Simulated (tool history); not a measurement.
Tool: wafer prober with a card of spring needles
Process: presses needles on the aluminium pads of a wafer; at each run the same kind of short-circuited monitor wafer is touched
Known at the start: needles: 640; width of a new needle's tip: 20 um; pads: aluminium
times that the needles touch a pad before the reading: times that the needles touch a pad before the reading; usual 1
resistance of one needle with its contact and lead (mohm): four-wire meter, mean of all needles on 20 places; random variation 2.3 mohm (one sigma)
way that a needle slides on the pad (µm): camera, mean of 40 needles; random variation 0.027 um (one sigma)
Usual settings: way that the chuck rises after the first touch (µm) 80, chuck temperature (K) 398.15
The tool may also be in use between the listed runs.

run,day,way that the chuck rises after the first touch (µm),chuck temperature (K),times that the needles touch a pad before the reading,resistance of one needle with its contact and lead (mohm),way that a needle slides on the pad (µm)
1,0,80,398.15,1,274,19.95
2,3.367,80,398.15,1,300,19.78
3,6.054,80,398.15,1,326,19.65
4,8.783,80,398.15,1,329,20.09
5,12.267,80,398.15,2,298,20.03
6,15.379,80,398.15,2,277,19.83
7,17.854,80,398.15,2,294,19.75
8,19.362,80,398.15,2,288,19.67
9,22.75,80,398.15,2,299,20
10,25.962,80,398.15,2,271,19.89
11,28.729,80,398.15,1,296,19.69
12,31.671,80,398.15,1,311,19.63
13,33.742,99,376.15,1,309,24.91
14,37.2,74,385.15,2,294,18.44
15,40.429,60,313.15,1,286,14.76
16,43.242,100,398.15,1,301,24.75
17,45.712,61,343.15,2,270,15.33
18,49.054,61,343.15,2,303,15.21
19,50.738,65,397.15,3,295,16.11
20,53.2,63,350.15,3,306,15.53
21,55.2,63,350.15,1,362,15.41
22,58.892,63,350.15,1,320,15.87
23,61.412,70,311.15,3,280,17.48
24,65.033,70,311.15,3,254,17.3

Taken out of this log: 123 entries between the listed runs. Where each belongs, and how the hidden state differs across it:
Between runs 1 and 2: tips cleaned on abrasive film (day 0.512); tips cleaned on abrasive film (day 1.146); tips cleaned on abrasive film (day 1.658); tips cleaned on abrasive film (day 2.167); tips cleaned on abrasive film (day 2.679); tips cleaned on abrasive film (day 3.188)
  debris on the tips, nm: 10.7 -> 34.8; way that the needles fall short of the set height, um: 0.89 -> 1.64; tips' diameter, um: 22.3 -> 24.05
  measured less the result without the state, resistance of one needle with its contact and lead (mohm): +11 -> +40; way that a needle slides on the pad (µm): -0.23 -> -0.41
Between runs 2 and 3: tips cleaned on abrasive film (day 3.75); tips cleaned on abrasive film (day 4.388); tips cleaned on abrasive film (day 5.025); tips cleaned on abrasive film (day 5.658)
  debris on the tips, nm: 34.8 -> 54.8; way that the needles fall short of the set height, um: 1.64 -> 1.99; tips' diameter, um: 24.05 -> 24.17
  measured less the result without the state, resistance of one needle with its contact and lead (mohm): +40 -> +64; way that a needle slides on the pad (µm): -0.41 -> -0.5
Between runs 3 and 4: tips cleaned on abrasive film (day 6.188); tips cleaned on abrasive film (day 6.696); height of the first contact set anew (day 6.833); tips cleaned on abrasive film (day 7.221); tips cleaned on abrasive film (day 7.729); tips cleaned on abrasive film (day 8.367)
  debris on the tips, nm: 54.8 -> 56.4; way that the needles fall short of the set height, um: 1.99 -> 0.27; tips' diameter, um: 24.17 -> 24.32
  measured less the result without the state, resistance of one needle with its contact and lead (mohm): +64 -> +64; way that a needle slides on the pad (µm): -0.5 -> -0.07
Between runs 4 and 5: tips cleaned on abrasive film (day 8.912); tips cleaned on abrasive film (day 9.425); tips cleaned on abrasive film (day 9.933); tips cleaned on abrasive film (day 10.446); tips cleaned on abrasive film (day 10.954); tips cleaned on abrasive film (day 11.467); tips cleaned on abrasive film (day 11.975)
  debris on the tips, nm: 56.4 -> 46.4; way that the needles fall short of the set height, um: 0.27 -> 0.85; tips' diameter, um: 24.32 -> 24.52
  measured less the result without the state, resistance of one needle with its contact and lead (mohm): +64 -> +33; way that a needle slides on the pad (µm): -0.07 -> -0.21
Between runs 5 and 6: tips cleaned on abrasive film (day 12.521); tips cleaned on abrasive film (day 13.033); tips cleaned on abrasive film (day 13.542); tips cleaned on abrasive film (day 14.179); tips cleaned on abrasive film (day 14.692); tips cleaned on abrasive film (day 15.325)
  debris on the tips, nm: 46.4 -> 17.6; way that the needles fall short of the set height, um: 0.85 -> 1.39; tips' diameter, um: 24.52 -> 24.71
  measured less the result without the state, resistance of one needle with its contact and lead (mohm): +33 -> +15; way that a needle slides on the pad (µm): -0.21 -> -0.35
Between runs 6 and 7: tips cleaned on abrasive film (day 15.888); tips cleaned on abrasive film (day 16.525); tips cleaned on abrasive film (day 17.038); tips cleaned on abrasive film (day 17.671)
  debris on the tips, nm: 17.6 -> 39; way that the needles fall short of the set height, um: 1.39 -> 1.74; tips' diameter, um: 24.71 -> 24.84
  measured less the result without the state, resistance of one needle with its contact and lead (mohm): +15 -> +29; way that a needle slides on the pad (µm): -0.35 -> -0.44
Between runs 7 and 8: tips cleaned on abrasive film (day 18.238); tips cleaned on abrasive film (day 18.746); tips cleaned on abrasive film (day 19.258)
  debris on the tips, nm: 39 -> 27.2; way that the needles fall short of the set height, um: 1.74 -> 2.06; tips' diameter, um: 24.84 -> 24.95
  measured less the result without the state, resistance of one needle with its contact and lead (mohm): +29 -> +23; way that a needle slides on the pad (µm): -0.44 -> -0.52
Between runs 8 and 9: height of the first contact set anew (day 19.504); tips cleaned on abrasive film, once more (day 19.758); tips cleaned on abrasive film (day 20.271); tips cleaned on abrasive film (day 20.779); tips cleaned on abrasive film (day 21.292); tips cleaned on abrasive film (day 21.929); tips cleaned on abrasive film (day 22.438)
  debris on the tips, nm: 27.2 -> 49.8; way that the needles fall short of the set height, um: 2.06 -> 0.51; tips' diameter, um: 24.95 -> 25.13
  measured less the result without the state, resistance of one needle with its contact and lead (mohm): +23 -> +37; way that a needle slides on the pad (µm): -0.52 -> -0.13
Between runs 9 and 10: tips cleaned on abrasive film (day 23.008); tips cleaned on abrasive film (day 23.517); tips cleaned on abrasive film (day 24.029); tips cleaned on abrasive film (day 24.667); tips cleaned on abrasive film (day 25.304); tips cleaned on abrasive film (day 25.938)
  debris on the tips, nm: 49.8 -> 10.6; way that the needles fall short of the set height, um: 0.51 -> 1.12; tips' diameter, um: 25.13 -> 25.34
  measured less the result without the state, resistance of one needle with its contact and lead (mohm): +37 -> +10; way that a needle slides on the pad (µm): -0.13 -> -0.29
Between runs 10 and 11: tips cleaned on abrasive film (day 26.471); tips cleaned on abrasive film (day 26.979); tips cleaned on abrasive film (day 27.492); tips cleaned on abrasive film (day 28.129); tips cleaned on abrasive film (day 28.638)
  debris on the tips, nm: 10.6 -> 25.8; way that the needles fall short of the set height, um: 1.12 -> 1.63; tips' diameter, um: 25.34 -> 25.52
  measured less the result without the state, resistance of one needle with its contact and lead (mohm): +10 -> +34; way that a needle slides on the pad (µm): -0.29 -> -0.41
Between runs 11 and 12: tips cleaned on abrasive film (day 29.238); tips cleaned on abrasive film (day 29.75); tips cleaned on abrasive film (day 30.258); tips cleaned on abrasive film (day 30.896); tips cleaned on abrasive film (day 31.533)
  debris on the tips, nm: 25.8 -> 36.9; way that the needles fall short of the set height, um: 1.63 -> 2.05; tips' diameter, um: 25.52 -> 25.67
  measured less the result without the state, resistance of one needle with its contact and lead (mohm): +34 -> +48; way that a needle slides on the pad (µm): -0.41 -> -0.52
Between runs 12 and 13: tips cleaned on abrasive film (day 32.054); height of the first contact set anew (day 32.196); tips cleaned on abrasive film (day 32.704); tips cleaned on abrasive film (day 33.342)
  debris on the tips, nm: 36.9 -> 58.5; way that the needles fall short of the set height, um: 2.05 -> 0.16; tips' diameter, um: 25.67 -> 25.75
  measured less the result without the state, resistance of one needle with its contact and lead (mohm): +48 -> +51; way that a needle slides on the pad (µm): -0.52 -> -0.05
Between runs 13 and 14: tips cleaned on abrasive film (day 33.871); tips cleaned on abrasive film (day 34.383); tips cleaned on abrasive film (day 34.892); tips cleaned on abrasive film (day 35.404); tips cleaned on abrasive film (day 36.042); tips cleaned on abrasive film (day 36.55); tips cleaned on abrasive film (day 37.062)
  debris on the tips, nm: 58.5 -> 35.1; way that the needles fall short of the set height, um: 0.16 -> 0.74; tips' diameter, um: 25.75 -> 25.95
  measured less the result without the state, resistance of one needle with its contact and lead (mohm): +51 -> +34; way that a needle slides on the pad (µm): -0.05 -> -0.19
Between runs 14 and 15: tips cleaned on abrasive film (day 37.583); tips cleaned on abrasive film (day 38.096); tips cleaned on abrasive film (day 38.604); tips cleaned on abrasive film (day 39.242); tips cleaned on abrasive film (day 39.879); tips cleaned on abrasive film (day 40.392)
  debris on the tips, nm: 35.1 -> 15.9; way that the needles fall short of the set height, um: 0.74 -> 1.31; tips' diameter, um: 25.95 -> 26.15
  measured less the result without the state, resistance of one needle with its contact and lead (mohm): +34 -> +44; way that a needle slides on the pad (µm): -0.19 -> -0.33
Between runs 15 and 16: tips cleaned on abrasive film (day 40.942); tips cleaned on abrasive film (day 41.45); tips cleaned on abrasive film (day 41.962); tips cleaned on abrasive film (day 42.471); tips cleaned on abrasive film (day 42.983)
  debris on the tips, nm: 15.9 -> 51; way that the needles fall short of the set height, um: 1.31 -> 1.8; tips' diameter, um: 26.15 -> 26.32
  measured less the result without the state, resistance of one needle with its contact and lead (mohm): +44 -> +45; way that a needle slides on the pad (µm): -0.33 -> -0.45
Between runs 16 and 17: tips cleaned on abrasive film (day 43.5); tips cleaned on abrasive film (day 44.138); tips cleaned on abrasive film (day 44.646); height of the first contact set anew (day 44.912); tips cleaned on abrasive film (day 45.171); tips cleaned on abrasive film (day 45.679)
  debris on the tips, nm: 51 -> 10.7; way that the needles fall short of the set height, um: 1.8 -> 0.21; tips' diameter, um: 26.32 -> 26.48
  measured less the result without the state, resistance of one needle with its contact and lead (mohm): +45 -> +18; way that a needle slides on the pad (µm): -0.45 -> -0.05
Between runs 17 and 18: tips cleaned on abrasive film (day 46.221); tips cleaned on abrasive film (day 46.858); tips cleaned on abrasive film (day 47.367); tips cleaned on abrasive film (day 47.879); tips cleaned on abrasive film (day 48.388); tips cleaned on abrasive film (day 48.9)
  debris on the tips, nm: 10.7 -> 31.4; way that the needles fall short of the set height, um: 0.21 -> 0.7; tips' diameter, um: 26.48 -> 26.65
  measured less the result without the state, resistance of one needle with its contact and lead (mohm): +18 -> +49; way that a needle slides on the pad (µm): -0.05 -> -0.17
Between runs 18 and 19: tips cleaned on abrasive film (day 49.438); tips cleaned on abrasive film (day 50.075); tips cleaned on abrasive film (day 50.583)
  debris on the tips, nm: 31.4 -> 33.6; way that the needles fall short of the set height, um: 0.7 -> 0.98; tips' diameter, um: 26.65 -> 26.75
  measured less the result without the state, resistance of one needle with its contact and lead (mohm): +49 -> +28; way that a needle slides on the pad (µm): -0.17 -> -0.25
Between runs 19 and 20: tips cleaned on abrasive film (day 51.121); tips cleaned on abrasive film (day 51.633); tips cleaned on abrasive film (day 52.267); tips cleaned on abrasive film (day 52.779)
  debris on the tips, nm: 33.6 -> 60.4; way that the needles fall short of the set height, um: 0.98 -> 1.42; tips' diameter, um: 26.75 -> 26.9
  measured less the result without the state, resistance of one needle with its contact and lead (mohm): +28 -> +54; way that a needle slides on the pad (µm): -0.25 -> -0.35
Between runs 20 and 21: tips cleaned on abrasive film (day 53.333); tips cleaned on abrasive film (day 53.842); tips cleaned on abrasive film (day 54.354); tips cleaned on abrasive film (day 54.992)
  debris on the tips, nm: 60.4 -> 43.7; way that the needles fall short of the set height, um: 1.42 -> 1.74; tips' diameter, um: 26.9 -> 27.01
  measured less the result without the state, resistance of one needle with its contact and lead (mohm): +54 -> +107; way that a needle slides on the pad (µm): -0.35 -> -0.44
Between runs 21 and 22: tips cleaned on abrasive film (day 55.588); tips cleaned on abrasive film (day 56.096); tips cleaned on abrasive film (day 56.608); tips cleaned on abrasive film (day 57.117); tips cleaned on abrasive film (day 57.629); height of the first contact set anew (day 57.642); tips cleaned on abrasive film (day 58.15); tips cleaned on abrasive film (day 58.788)
  debris on the tips, nm: 43.7 -> 27.3; way that the needles fall short of the set height, um: 1.74 -> 0.19; tips' diameter, um: 27.01 -> 27.22
  measured less the result without the state, resistance of one needle with its contact and lead (mohm): +107 -> +66; way that a needle slides on the pad (µm): -0.44 -> -0.05
Between runs 22 and 23: tips cleaned on abrasive film (day 59.404); tips cleaned on abrasive film (day 59.912); tips cleaned on abrasive film (day 60.55); tips cleaned on abrasive film (day 61.062)
  debris on the tips, nm: 27.3 -> 52.1; way that the needles fall short of the set height, um: 0.19 -> 0.58; tips' diameter, um: 27.22 -> 27.36
  measured less the result without the state, resistance of one needle with its contact and lead (mohm): +66 -> +41; way that a needle slides on the pad (µm): -0.05 -> -0.14
Between runs 23 and 24: tips cleaned on abrasive film (day 61.671); tips cleaned on abrasive film (day 62.179); tips cleaned on abrasive film (day 62.692); tips cleaned on abrasive film (day 63.329); tips cleaned on abrasive film (day 63.838); tips cleaned on abrasive film (day 64.475); tips cleaned on abrasive film (day 64.983)
  debris on the tips, nm: 52.1 -> 16.5; way that the needles fall short of the set height, um: 0.58 -> 1.22; tips' diameter, um: 27.36 -> 27.59
  measured less the result without the state, resistance of one needle with its contact and lead (mohm): +41 -> +15; way that a needle slides on the pad (µm): -0.14 -> -0.31

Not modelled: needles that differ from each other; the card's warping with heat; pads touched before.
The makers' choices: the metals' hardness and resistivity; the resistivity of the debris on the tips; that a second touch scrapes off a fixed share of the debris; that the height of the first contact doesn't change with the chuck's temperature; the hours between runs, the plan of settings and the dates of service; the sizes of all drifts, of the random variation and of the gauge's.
